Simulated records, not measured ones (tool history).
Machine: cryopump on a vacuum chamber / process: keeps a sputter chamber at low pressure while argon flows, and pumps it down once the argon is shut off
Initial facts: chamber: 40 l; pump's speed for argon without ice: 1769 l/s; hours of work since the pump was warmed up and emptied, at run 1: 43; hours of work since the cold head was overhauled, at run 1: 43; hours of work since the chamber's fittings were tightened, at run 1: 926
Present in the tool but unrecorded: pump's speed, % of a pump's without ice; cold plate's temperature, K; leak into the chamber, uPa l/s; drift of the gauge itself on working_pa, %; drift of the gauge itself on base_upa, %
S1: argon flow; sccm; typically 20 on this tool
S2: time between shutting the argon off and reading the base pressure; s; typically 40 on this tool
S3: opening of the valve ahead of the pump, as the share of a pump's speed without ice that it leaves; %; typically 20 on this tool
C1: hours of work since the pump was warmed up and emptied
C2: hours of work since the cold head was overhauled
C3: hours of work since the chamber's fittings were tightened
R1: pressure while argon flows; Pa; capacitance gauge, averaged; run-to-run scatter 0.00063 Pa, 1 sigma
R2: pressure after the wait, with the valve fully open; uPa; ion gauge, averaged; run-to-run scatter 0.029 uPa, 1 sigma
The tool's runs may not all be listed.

run,hour,S1,S2,S3,C1,C2,C3,R1,R2
1,0,20,40,20,43,43,926,0.0955,1.62
2,64.2,20,22,20,81,81,964,0.0975,2.69
3,99.3,20,22,20,101,101,984,0.0966,2.8
4,145.9,20,40,20,128,128,1012,0.0974,1.73
5,220.8,20,40,20,172,172,1055,0.0979,1.79
6,284.9,20,40,20,210,210,1093,0.0978,1.86
7,317.5,20,40,20,229,229,1112,0.0976,1.85
8,375.2,20,40,20,263,263,1146,0.0986,1.87
9,439.8,20,69,20,300,300,1184,0.0992,1.32
10,501.3,20,25,20,336,336,1220,0.0999,2.63
11,571.4,20,25,20,377,377,1261,0.1009,2.62

Run 12 has not been measured yet. What should we expect?
12,637.4,19,78,20,416,416,1299,?,?

Run 12 measured R1 0.0956 Pa, R2 1.29 uPa.
The same run, on a tool lacking any hidden state, would have yielded R1 0.0909 Pa, R2 0.73 uPa.
